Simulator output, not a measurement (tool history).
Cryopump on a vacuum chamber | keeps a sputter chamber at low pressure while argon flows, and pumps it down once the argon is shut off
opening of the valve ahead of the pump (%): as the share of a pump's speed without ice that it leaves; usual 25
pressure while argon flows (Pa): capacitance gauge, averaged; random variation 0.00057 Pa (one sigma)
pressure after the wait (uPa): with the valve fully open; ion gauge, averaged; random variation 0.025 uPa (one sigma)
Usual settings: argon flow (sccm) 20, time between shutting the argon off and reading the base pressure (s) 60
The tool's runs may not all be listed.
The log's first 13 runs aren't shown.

run,hour,argon flow (sccm),time between shutting the argon off and reading the base pressure (s),opening of the valve ahead of the pump (%),hours of work since the pump was warmed up and emptied,hours of work since the cold head was overhauled,hours of work since the chamber's fittings were tightened,pressure while argon flows (Pa),pressure after the wait (uPa)
14,471.5,25,60,25,155,728,368,0.1122,1.92
15,520.1,25,60,25,196,769,408,0.1123,1.96
16,567.2,25,62,25,235,808,448,0.1148,1.84
17,588.1,9,62,25,252,826,465,0.0411,1.91
18,615.5,9,62,25,275,849,488,0.0411,1.92
19,655.8,9,62,25,309,882,522,0.0414,1.93
20,688.1,29,62,25,336,909,549,0.1349,1.92
21,711.2,27,84,36,355,929,568,0.0895,1.54
22,754.7,11,95,59,392,965,604,0.023,1.45
23,804.4,20,26,19,433,1007,646,0.121,4.13
24,826.8,10,189,18,452,1025,665,0.0637,0.95
25,869.4,10,189,18,488,1061,700,0.0647,0.96
26,908,11,48,23,520,1093,733,0.0574,2.45
27,954.3,11,48,23,559,1132,771,0.0575,2.5
# hour 978.1: pump warmed up, emptied and cooled again
28,993.3,11,119,38,13,1160,800,0.032,1.18
29,1042,11,119,38,53,1201,841,0.0324,1.24
30,1081.2,11,119,38,86,1234,873,0.0322,1.21
31,1111.2,20,60,35,111,1259,898,0.0637,2.03
32,1134.7,20,60,35,131,1279,918,0.0639,2
33,1172.2,35,129,33,162,1310,949,0.1202,1.24

Forecast each of these 4 alternatives for the next run:
A,1202.8,22,32,25,188,1336,975,?,?
B,1202.8,20,254,15,188,1336,975,?,?
C,1202.8,31,28,25,188,1336,975,?,?
D,1202.8,21,56,25,188,1336,975,?,?

run,pressure while argon flows (Pa),pressure after the wait (uPa)
A,0.0994,3.41
B,0.1485,0.85
C,0.1405,3.87
D,0.0946,2.15
Without the tool's hidden state the same runs would have given:
run,pressure while argon flows (Pa),pressure after the wait (uPa)
A,0.0966,3.12
B,0.1459,0.56
C,0.1364,3.58
D,0.0918,1.86
